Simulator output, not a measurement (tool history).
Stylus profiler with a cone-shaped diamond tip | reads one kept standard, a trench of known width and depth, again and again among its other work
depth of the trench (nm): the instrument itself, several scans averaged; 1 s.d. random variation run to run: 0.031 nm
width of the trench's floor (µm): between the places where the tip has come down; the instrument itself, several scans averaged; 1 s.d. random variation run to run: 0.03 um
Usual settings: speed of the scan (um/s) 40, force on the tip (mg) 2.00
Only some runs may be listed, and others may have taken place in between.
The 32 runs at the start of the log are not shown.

run,day,speed of the scan (um/s),force on the tip (mg),depth of the trench (nm),width of the trench's floor (µm)
33,17.271,16,3.09,101.15,28.26
34,17.850,24,1.66,100.67,28.16
35,18.350,90,1.76,100.71,27.85
# day 18.583: height scale calibrated on a step standard, once more
36,19.021,90,1.76,100.81,27.81
37,19.375,90,1.76,100.87,27.88
38,19.983,106,3.11,101.25,27.95
39,20.417,98,3.11,101.23,27.91
40,20.821,18,0.90,100.52,28.20
41,21.446,42,2.91,101.22,28.15
42,21.900,66,2.91,101.21,28.05

Run 43 has not been measured yet. What should we expect?
43,22.450,105,1.77,?,?

Logged for run 43: depth of the trench (nm) 100.84, width of the trench's floor (µm) 27.82.
If the tool had no hidden condition, the same run with the same run-to-run variation would have returned depth of the trench (nm) 100.86, width of the trench's floor (µm) 28.15.
